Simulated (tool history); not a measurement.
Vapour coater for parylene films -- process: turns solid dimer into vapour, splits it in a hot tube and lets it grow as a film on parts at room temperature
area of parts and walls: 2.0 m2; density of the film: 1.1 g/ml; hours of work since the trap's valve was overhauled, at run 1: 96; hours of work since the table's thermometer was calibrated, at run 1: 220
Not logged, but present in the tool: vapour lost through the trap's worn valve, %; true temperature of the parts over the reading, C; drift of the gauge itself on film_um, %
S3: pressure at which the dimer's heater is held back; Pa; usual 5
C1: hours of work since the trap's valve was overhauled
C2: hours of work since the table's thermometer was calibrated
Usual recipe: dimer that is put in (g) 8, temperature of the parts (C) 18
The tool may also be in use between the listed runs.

Run 1, hour 0: usual settings; C1 96; C2 220. Result: thickness of the film (um) 2.16.
Run 2, hour 20.5: usual settings; C1 113; C2 237. Result: thickness of the film (um) 2.16.
Run 3, hour 34.5: usual settings but temperature of the parts (C) 11; C1 124; C2 249. Result: thickness of the film (um) 3.05.
Run 4, hour 50.6: usual settings but temperature of the parts (C) 11; C1 138; C2 262. Result: thickness of the film (um) 3.07.
Run 5, hour 74.1: usual settings but temperature of the parts (C) 11; C1 157; C2 282. Result: thickness of the film (um) 3.06.
Run 6, hour 87.9: usual settings but dimer that is put in (g) 6; C1 169; C2 293. Result: thickness of the film (um) 1.61.
Run 7, hour 106.7: usual settings but S3 3.57 Pa; C1 184; C2 309. Result: thickness of the film (um) 2.25.
Run 8, hour 130.7: usual settings but dimer that is put in (g) 3, S3 3.57 Pa; C1 204; C2 329. Result: thickness of the film (um) 0.85.
Run 9, hour 141.1: usual settings but temperature of the parts (C) 23; C1 213; C2 337. Result: thickness of the film (um) 1.7.

Run 10, settings as shown, results not yet in. Your forecast:
Run 10, hour 156.3: usual settings but temperature of the parts (C) 23; C1 226; C2 350. Result: thickness of the film (um) ?.

{"run 10": {"thickness of the film (um)": 1.7}}
Were there no unlogged condition in the tool, this run, its random variation unchanged, would have produced thickness of the film (um) 1.7.

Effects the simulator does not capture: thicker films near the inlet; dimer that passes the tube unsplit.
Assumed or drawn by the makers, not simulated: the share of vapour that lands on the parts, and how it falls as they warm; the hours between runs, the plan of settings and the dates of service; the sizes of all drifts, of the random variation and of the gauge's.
